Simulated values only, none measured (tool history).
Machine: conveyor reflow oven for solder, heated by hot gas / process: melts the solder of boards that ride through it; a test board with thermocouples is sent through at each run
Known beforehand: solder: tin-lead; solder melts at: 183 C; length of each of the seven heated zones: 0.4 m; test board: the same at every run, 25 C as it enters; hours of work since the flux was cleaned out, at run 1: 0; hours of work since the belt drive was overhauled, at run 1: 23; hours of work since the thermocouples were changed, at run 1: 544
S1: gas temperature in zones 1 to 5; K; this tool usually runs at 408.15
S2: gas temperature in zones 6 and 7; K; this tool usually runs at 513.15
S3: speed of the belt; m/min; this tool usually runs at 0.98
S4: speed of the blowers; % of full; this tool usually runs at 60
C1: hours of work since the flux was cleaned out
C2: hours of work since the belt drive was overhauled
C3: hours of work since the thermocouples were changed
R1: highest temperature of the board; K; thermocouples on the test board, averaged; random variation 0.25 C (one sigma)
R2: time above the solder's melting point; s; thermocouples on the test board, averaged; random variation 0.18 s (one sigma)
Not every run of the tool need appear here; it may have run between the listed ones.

Run 1, day 0: usual settings; C1 0; C2 23; C3 544. Result: R1 484.35 K, R2 31.2 s.
Run 2, day 1.129: usual settings; C1 16; C2 38; C3 560. Result: R1 484.65 K, R2 31.4 s.
Run 3, day 2.538: usual settings; C1 35; C2 58; C3 580. Result: R1 483.95 K, R2 31.4 s.
Run 4, day 3.35: usual settings; C1 47; C2 69; C3 591. Result: R1 484.05 K, R2 30.9 s.
Run 5, day 4.733: usual settings; C1 66; C2 89; C3 610. Result: R1 483.85 K, R2 30.5 s.
Run 6, day 6.279: usual settings; C1 88; C2 110; C3 632. Result: R1 483.25 K, R2 30.7 s.
Run 7, day 7.538: usual settings; C1 105; C2 128; C3 650. Result: R1 482.85 K, R2 30.7 s.
Run 8, day 8.2: usual settings; C1 115; C2 137; C3 659. Result: R1 483.25 K, R2 30.4 s.
Run 9, day 8.871: usual settings; C1 124; C2 147; C3 668. Result: R1 482.25 K, R2 30.2 s.
Run 10, day 9.729: usual settings; C1 136; C2 159; C3 680. Result: R1 482.45 K, R2 30.1 s.
Run 11, day 10.867: usual settings but S3 0.829 m/min, S4 52 % of full; C1 152; C2 174; C3 696. Result: R1 485.95 K, R2 38.8 s.
Run 12, day 11.775: usual settings but S3 0.829 m/min, S4 52 % of full; C1 164; C2 187; C3 709. Result: R1 485.95 K, R2 38.2 s.
Run 13, day 13.071: usual settings but S3 0.829 m/min, S4 52 % of full; C1 183; C2 205; C3 727. Result: R1 485.65 K, R2 38.2 s.
Run 14, day 14.312: usual settings but S1 403.15 K, S2 502.15 K; C1 200; C2 223; C3 744. Result: R1 472.25 K, R2 20.8 s.

Forecast run 15:
Run 15, day 15.579: usual settings but S1 402.15 K, S3 0.836 m/min; C1 218; C2 240; C3 762. Result: R1 ?, R2 ?.

R1: 487.05 K
R2: 37.9 s
Minus the tool's unlogged condition, the same run would have read R1 490.45 K, R2 40.2 s.

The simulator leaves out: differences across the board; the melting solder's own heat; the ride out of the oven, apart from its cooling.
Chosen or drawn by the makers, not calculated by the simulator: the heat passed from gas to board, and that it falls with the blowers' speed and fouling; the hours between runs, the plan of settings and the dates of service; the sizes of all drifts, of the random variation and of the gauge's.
